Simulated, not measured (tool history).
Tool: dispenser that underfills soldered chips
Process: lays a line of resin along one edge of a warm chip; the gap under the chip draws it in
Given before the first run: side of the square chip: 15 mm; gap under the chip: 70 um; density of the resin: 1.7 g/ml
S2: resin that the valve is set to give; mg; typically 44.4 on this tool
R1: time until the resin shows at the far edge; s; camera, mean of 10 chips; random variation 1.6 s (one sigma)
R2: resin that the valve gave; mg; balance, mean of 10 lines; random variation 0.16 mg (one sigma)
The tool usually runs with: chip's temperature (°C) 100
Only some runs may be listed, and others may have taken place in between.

run 1 hour=0 | chip's_temperature_(°C)=100 S2=44.4 | R1=228.5 R2=44.1
-- hour=2.6 new syringe of resin
-- hour=12 new syringe of resin
run 2 hour=14 | chip's_temperature_(°C)=100 S2=44.4 | R1=184.3 R2=43.74
run 3 hour=20.5 | chip's_temperature_(°C)=100 S2=44.4 | R1=238.4 R2=43.49
-- hour=21.5 new syringe of resin
-- hour=30.6 new syringe of resin
run 4 hour=33.6 | chip's_temperature_(°C)=100 S2=44.4 | R1=194.2 R2=42.96
-- hour=40.5 new syringe of resin
run 5 hour=48.1 | chip's_temperature_(°C)=100 S2=44.4 | R1=235.4 R2=42.43
-- hour=50.4 new syringe of resin
-- hour=55.7 dispensing valve cleaned and set on the balance
run 6 hour=56.5 | chip's_temperature_(°C)=102 S2=44.4 | R1=196.1 R2=44.35
-- hour=61.5 new syringe of resin
run 7 hour=67.5 | chip's_temperature_(°C)=102 S2=44.4 | R1=204.3 R2=44.54
-- hour=71.3 new syringe of resin
run 8 hour=74.5 | chip's_temperature_(°C)=103 S2=49.4 | R1=180.6 R2=48.88
-- hour=81.3 new syringe of resin
run 9 hour=81.5 | chip's_temperature_(°C)=90 S2=54.8 | R1=228 R2=54.14
-- hour=90.7 new syringe of resin
run 10 hour=93 | chip's_temperature_(°C)=99 S2=48.3 | R1=194.7 R2=47.22
-- hour=100.7 new syringe of resin
run 11 hour=103.3 | chip's_temperature_(°C)=89 S2=42.7 | R1=270.2 R2=41.74
-- hour=110.4 new syringe of resin
run 12 hour=117.6 | chip's_temperature_(°C)=89 S2=42.7 | R1=315.9 R2=41.3

Results per run with the tool's hidden condition removed, run-to-run variation unchanged:
Hidden state present: resin's viscosity, % of fresh resin's; dose that the valve gives, % of what is set; true chip temperature over the reading, C; drift of the gauge itself on fill_s, %; drift of the gauge itself on given_mg, %.
run=1 R1=163.2 R2=44.59
run=2 R1=159 R2=44.56
run=3 R1=158.7 R2=44.48
run=4 R1=160.7 R2=44.27
run=5 R1=160.6 R2=44.08
run=6 R1=151.9 R2=44.34
run=7 R1=152.4 R2=44.79
run=8 R1=148.2 R2=49.33
run=9 R1=210.6 R2=54.87
run=10 R1=167.4 R2=48.17
run=11 R1=219.4 R2=42.83
run=12 R1=219 R2=42.77
